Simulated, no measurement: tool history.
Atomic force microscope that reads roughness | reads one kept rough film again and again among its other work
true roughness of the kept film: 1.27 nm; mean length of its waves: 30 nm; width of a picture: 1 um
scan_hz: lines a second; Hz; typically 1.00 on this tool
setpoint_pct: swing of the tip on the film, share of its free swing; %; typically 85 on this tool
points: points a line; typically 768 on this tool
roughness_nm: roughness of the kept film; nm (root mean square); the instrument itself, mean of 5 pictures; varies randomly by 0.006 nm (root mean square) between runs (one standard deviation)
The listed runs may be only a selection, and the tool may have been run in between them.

run	hour	scan_hz	setpoint_pct	points	roughness_nm
1	0.0	1.00	85	768	1.010
# hour 16.7: new tip fitted
2	46.7	1.00	85	768	1.093
3	118.1	1.00	85	768	1.066
4	161.2	1.00	85	768	1.060
5	201.8	1.00	85	768	1.035
6	250.2	1.00	85	768	1.018
# hour 298.3: new tip fitted
7	305.8	1.00	85	768	1.103
8	370.8	1.00	85	768	1.074
9	418.6	1.00	85	768	1.060
10	468.2	1.00	85	440	1.047
11	537.6	1.00	85	415	1.014
# hour 579.5: new tip fitted
12	603.4	1.00	85	415	1.095
13	645.7	1.00	85	768	1.079
14	692.2	1.00	85	768	1.073
15	762.5	1.00	85	768	1.041
16	814.9	1.00	85	768	1.003
# hour 864.1: new tip fitted
17	871.8	1.00	66	768	1.172
18	915.7	1.00	66	768	1.139
19	947.1	1.00	66	257	1.115
20	998.0	1.00	66	257	1.104
21	1067.0	0.88	66	257	1.084
22	1119.4	1.00	85	768	1.013
# hour 1145.1: new tip fitted
23	1170.2	1.00	85	768	1.087
24	1240.5	1.00	85	768	1.071
25	1279.5	1.77	85	768	0.990
26	1315.3	1.77	85	768	0.985
27	1346.2	0.92	78	768	1.064
28	1387.1	0.92	78	768	1.045
# hour 1401.5: height scale calibrated on a step standard
# hour 1426.5: new tip fitted
29	1427.2	1.02	64	406	1.185
30	1503.6	1.02	64	406	1.142
31	1570.1	1.72	85	906	1.001
32	1644.6	0.78	73	532	1.090
33	1681.6	0.78	73	532	1.069
# hour 1711.7: new tip fitted
34	1723.8	0.78	73	532	1.161
35	1770.7	0.78	73	532	1.140
36	1820.1	1.77	64	821	1.109
37	1888.9	1.60	78	276	1.032
38	1930.7	1.06	60	482	1.097
39	1975.9	2.11	66	316	1.030
# hour 1995.0: new tip fitted
40	2040.0	2.42	62	768	1.132
41	2079.7	2.18	62	792	1.120
42	2126.7	0.53	67	792	1.146
43	2159.0	0.72	86	675	1.079
44	2227.9	0.61	60	370	1.099
# hour 2277.5: new tip fitted
45	2292.4	0.61	60	370	1.185
46	2350.4	0.61	60	370	1.157
47	2407.2	0.61	60	370	1.123
48	2469.1	1.20	76	491	1.052
49	2506.2	1.20	76	491	1.045
# hour 2560.3: new tip fitted
50	2573.1	1.20	76	491	1.118
51	2616.6	2.05	85	826	1.014
52	2665.0	2.06	85	655	0.999

Consider 4 possible next runs. They are alternatives, not a sequence: every one starts from the tool as it was left by run 52. What does each give?
A	2700.7	0.99	65	372	?
B	2700.7	1.00	81	568	?
C	2700.7	0.55	76	768	?
D	2700.7	0.62	58	599	?

run	roughness_nm
A	1.119
B	1.066
C	1.133
D	1.132
What these runs would have given with no unlogged condition in the tool:
run	roughness_nm
A	1.180
B	1.125
C	1.194
D	1.194
